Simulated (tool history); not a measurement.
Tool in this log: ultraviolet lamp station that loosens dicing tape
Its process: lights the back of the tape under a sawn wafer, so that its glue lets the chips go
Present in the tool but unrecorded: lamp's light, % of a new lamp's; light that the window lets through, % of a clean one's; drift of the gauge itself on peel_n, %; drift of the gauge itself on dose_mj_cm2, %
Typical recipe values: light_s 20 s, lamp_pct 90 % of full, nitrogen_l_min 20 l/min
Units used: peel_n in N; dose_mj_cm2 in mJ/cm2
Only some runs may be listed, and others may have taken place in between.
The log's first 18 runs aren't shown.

| run | hour | light_s | lamp_pct | nitrogen_l_min | hours of work of the lamp | hours of work since the window was cleaned | peel_n | dose_mj_cm2 |
|---|---|---|---|---|---|---|---|---|
| 19 | 519.7 | 20 | 90 | 27 | 766 | 446 | 0.841 | 340 |
|  | 522.3 | window cleaned of glue's vapour |
| 20 | 547.4 | 26 | 90 | 20 | 781 | 14 | 0.668 | 424 |
| 21 | 575.6 | 32 | 90 | 20 | 797 | 30 | 0.476 | 509 |
| 22 | 594.1 | 32 | 90 | 20 | 807 | 40 | 0.480 | 500 |
|  | 615.9 | lamp changed |
| 23 | 627.1 | 19 | 96 | 20 | 6 | 58 | 0.503 | 485 |
| 24 | 653.8 | 10 | 90 | 36 | 21 | 73 | 1.339 | 238 |
|  | 665.8 | window cleaned of glue's vapour, once more |
| 25 | 670.9 | 23 | 82 | 20 | 30 | 3 | 0.311 | 596 |
| 26 | 697.5 | 32 | 74 | 7 | 45 | 18 | 0.481 | 746 |
| 27 | 735.5 | 20 | 94 | 32 | 66 | 39 | 0.224 | 578 |
| 28 | 753.7 | 11 | 94 | 9 | 77 | 49 | 1.726 | 318 |
| 29 | 786.5 | 11 | 94 | 9 | 95 | 67 | 1.696 | 314 |
| 30 | 817.3 | 11 | 94 | 9 | 112 | 84 | 1.693 | 307 |
| 31 | 854.1 | 18 | 89 | 20 | 132 | 105 | 0.537 | 477 |
| 32 | 885.8 | 18 | 88 | 20 | 150 | 123 | 0.549 | 457 |
| 33 | 923.1 | 38 | 78 | 15 | 171 | 143 | 0.153 | 856 |
| 34 | 954.5 | 13 | 79 | 28 | 189 | 161 | 1.100 | 295 |
| 35 | 972.0 | 24 | 77 | 22 | 198 | 171 | 0.387 | 523 |
| 36 | 988.1 | 24 | 77 | 22 | 207 | 180 | 0.401 | 522 |
| 37 | 1017.6 | 12 | 71 | 24 | 224 | 196 | 1.573 | 235 |
| 38 | 1052.6 | 12 | 71 | 24 | 243 | 216 | 1.587 | 229 |
| 39 | 1071.2 | 25 | 64 | 20 | 254 | 226 | 0.669 | 437 |
| 40 | 1091.1 | 22 | 61 | 19 | 265 | 237 | 0.908 | 360 |

Forecast each of these 4 alternatives for the next run:
| A | 1110.7 | 11 | 99 | 10 | 276 | 248 | ? | ? |
| B | 1110.7 | 17 | 61 | 19 | 276 | 248 | ? | ? |
| C | 1110.7 | 22 | 79 | 19 | 276 | 248 | ? | ? |
| D | 1110.7 | 11 | 73 | 9 | 276 | 248 | ? | ? |

| run | peel_n | dose_mj_cm2 |
|---|---|---|
| A | 1.770 | 291 |
| B | 1.454 | 274 |
| C | 0.596 | 462 |
| D | 2.522 | 214 |
Without the tool's unlogged condition, the same runs would have read:
| run | peel_n | dose_mj_cm2 |
|---|---|---|
| A | 1.379 | 357 |
| B | 1.079 | 337 |
| C | 0.373 | 566 |
| D | 2.111 | 262 |
